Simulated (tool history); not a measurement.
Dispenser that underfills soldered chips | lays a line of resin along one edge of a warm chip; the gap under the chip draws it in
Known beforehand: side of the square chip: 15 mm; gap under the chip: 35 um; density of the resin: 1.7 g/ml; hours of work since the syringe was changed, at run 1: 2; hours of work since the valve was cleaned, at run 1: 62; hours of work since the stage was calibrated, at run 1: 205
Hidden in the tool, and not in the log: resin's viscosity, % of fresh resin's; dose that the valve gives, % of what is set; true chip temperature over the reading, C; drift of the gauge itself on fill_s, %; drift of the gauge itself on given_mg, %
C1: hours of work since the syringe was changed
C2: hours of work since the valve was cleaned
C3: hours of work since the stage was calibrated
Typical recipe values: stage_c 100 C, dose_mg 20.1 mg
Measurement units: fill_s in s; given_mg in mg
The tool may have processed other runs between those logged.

Run 1, day 0.000: usual settings; C1 2; C2 62; C3 205. Result: fill_s 264.7 s, given_mg 19.77 mg.
At day 0.217: new syringe of resin.
At day 0.525: new syringe of resin.
Run 2, day 0.538: usual settings; C1 0; C2 72; C3 215. Result: fill_s 238.0 s, given_mg 19.61 mg.
At day 0.846: new syringe of resin.
Run 3, day 1.088: usual settings; C1 5; C2 82; C3 225. Result: fill_s 340.7 s, given_mg 19.62 mg.
At day 1.142: new syringe of resin.
At day 1.479: new syringe of resin.
Run 4, day 1.629: usual settings; C1 3; C2 92; C3 235. Result: fill_s 294.1 s, given_mg 19.50 mg.
At day 1.788: new syringe of resin.
Run 5, day 1.946: usual settings but stage_c 91 C; C1 3; C2 97; C3 241. Result: fill_s 400.7 s, given_mg 19.63 mg.
At day 2.058: dispensing valve cleaned and set on the balance.
At day 2.154: new syringe of resin.
Run 6, day 2.267: usual settings but stage_c 98 C; C1 2; C2 4; C3 246. Result: fill_s 301.5 s, given_mg 20.02 mg.
At day 2.462: new syringe of resin.
Run 7, day 2.712: usual settings but stage_c 98 C; C1 5; C2 12; C3 254. Result: fill_s 366.6 s, given_mg 20.13 mg.
At day 2.775: new syringe of resin.
Run 8, day 2.979: usual settings; C1 4; C2 17; C3 259. Result: fill_s 321.2 s, given_mg 19.99 mg.
At day 3.083: new syringe of resin.
At day 3.388: new syringe of resin.
Run 9, day 3.388: usual settings; C1 0; C2 24; C3 266. Result: fill_s 234.8 s, given_mg 20.00 mg.
At day 3.712: new syringe of resin.
Run 10, day 3.779: usual settings; C1 1; C2 31; C3 273. Result: fill_s 263.6 s, given_mg 19.80 mg.
At day 4.038: new syringe of resin.
At day 4.333: new syringe of resin.
Run 11, day 4.371: usual settings; C1 1; C2 42; C3 284. Result: fill_s 251.3 s, given_mg 19.81 mg.
At day 4.671: new syringe of resin.
Run 12, day 4.788: usual settings; C1 2; C2 50; C3 292. Result: fill_s 276.6 s, given_mg 19.72 mg.
At day 5.000: new syringe of resin.
Run 13, day 5.046: usual settings; C1 1; C2 55; C3 297. Result: fill_s 255.1 s, given_mg 19.67 mg.
At day 5.321: new syringe of resin.
Run 14, day 5.504: usual settings but dose_mg 20.6 mg; C1 3; C2 63; C3 305. Result: fill_s 315.8 s, given_mg 20.30 mg.
At day 5.650: new syringe of resin.
Run 15, day 5.825: usual settings but dose_mg 20.6 mg; C1 3; C2 69; C3 311. Result: fill_s 306.7 s, given_mg 20.15 mg.
At day 5.983: new syringe of resin.
Run 16, day 6.138: usual settings but dose_mg 20.6 mg; C1 3; C2 75; C3 317. Result: fill_s 302.5 s, given_mg 20.13 mg.
At day 6.308: new syringe of resin.
Run 17, day 6.504: usual settings but dose_mg 20.6 mg; C1 4; C2 82; C3 324. Result: fill_s 318.0 s, given_mg 20.01 mg.
At day 6.642: new syringe of resin.
Run 18, day 6.888: usual settings but dose_mg 20.6 mg; C1 5; C2 89; C3 331. Result: fill_s 342.5 s, given_mg 20.01 mg.
At day 6.942: new syringe of resin.
At day 7.250: new syringe of resin.
Run 19, day 7.321: usual settings but dose_mg 20.6 mg; C1 1; C2 97; C3 338. Result: fill_s 256.4 s, given_mg 19.87 mg.
At day 7.483: dispensing valve cleaned and set on the balance.
At day 7.621: new syringe of resin.
Run 20, day 7.708: usual settings but stage_c 105 C, dose_mg 20.0 mg; C1 2; C2 4; C3 345. Result: fill_s 225.4 s, given_mg 19.95 mg.
At day 7.912: new syringe of resin.
Run 21, day 8.154: usual settings but stage_c 88 C, dose_mg 18.3 mg; C1 5; C2 12; C3 353. Result: fill_s 539.0 s, given_mg 18.32 mg.
At day 8.242: new syringe of resin.
Run 22, day 8.438: usual settings but stage_c 110 C, dose_mg 20.6 mg; C1 4; C2 18; C3 358. Result: fill_s 228.6 s, given_mg 20.54 mg.
At day 8.571: new syringe of resin.
Run 23, day 8.796: usual settings but stage_c 88 C, dose_mg 18.1 mg; C1 4; C2 24; C3 365. Result: fill_s 522.7 s, given_mg 17.96 mg.
At day 8.883: new syringe of resin.
Run 24, day 9.079: usual settings but stage_c 88 C, dose_mg 18.1 mg; C1 4; C2 29; C3 370. Result: fill_s 503.4 s, given_mg 17.92 mg.
At day 9.212: new syringe of resin.
Run 25, day 9.338: usual settings but stage_c 88 C, dose_mg 18.1 mg; C1 2; C2 34; C3 375. Result: fill_s 454.3 s, given_mg 18.01 mg.
At day 9.538: new syringe of resin.
Run 26, day 9.771: usual settings but stage_c 92 C, dose_mg 21.4 mg; C1 4; C2 42; C3 383. Result: fill_s 447.6 s, given_mg 21.10 mg.
At day 9.871: new syringe of resin.
At day 10.196: new syringe of resin.
Run 27, day 10.208: usual settings but stage_c 92 C, dose_mg 21.4 mg; C1 0; C2 50; C3 391. Result: fill_s 317.0 s, given_mg 21.16 mg.
At day 10.538: new syringe of resin.
Run 28, day 10.679: usual settings but stage_c 91 C, dose_mg 24.0 mg; C1 3; C2 59; C3 399. Result: fill_s 398.3 s, given_mg 23.62 mg.
At day 10.867: new syringe of resin.
At day 11.179: new syringe of resin.
Run 29, day 11.225: usual settings but dose_mg 22.9 mg; C1 1; C2 69; C3 409. Result: fill_s 256.6 s, given_mg 22.54 mg.
At day 11.512: new syringe of resin.
Run 30, day 11.646: usual settings but stage_c 97 C, dose_mg 20.3 mg; C1 3; C2 76; C3 417. Result: fill_s 327.5 s, given_mg 19.81 mg.

Here are 3 independent what-if runs from the current tool condition. What would each one return?
At day 11.829: new syringe of resin.
At day 12.146: new syringe of resin.
Run A, day 12.146: usual settings but stage_c 98 C, dose_mg 17.6 mg; C1 0; C2 86; C3 426. Result: fill_s ?, given_mg ?.
At day 11.829: new syringe of resin.
At day 12.146: new syringe of resin.
Run B, day 12.146: usual settings but stage_c 92 C, dose_mg 20.6 mg; C1 0; C2 86; C3 426. Result: fill_s ?, given_mg ?.
At day 11.829: new syringe of resin.
At day 12.146: new syringe of resin.
Run C, day 12.146: usual settings but stage_c 106 C, dose_mg 20.3 mg; C1 0; C2 86; C3 426. Result: fill_s ?, given_mg ?.

run  fill_s  given_mg
  A   262.5     17.14
  B   312.8     19.95
  C   192.2     19.70
The same runs, with their run-to-run variation unchanged, on a tool lacking any hidden condition would have given:
run  fill_s  given_mg
  A   254.4     17.55
  B   303.9     20.43
  C   187.1     20.18
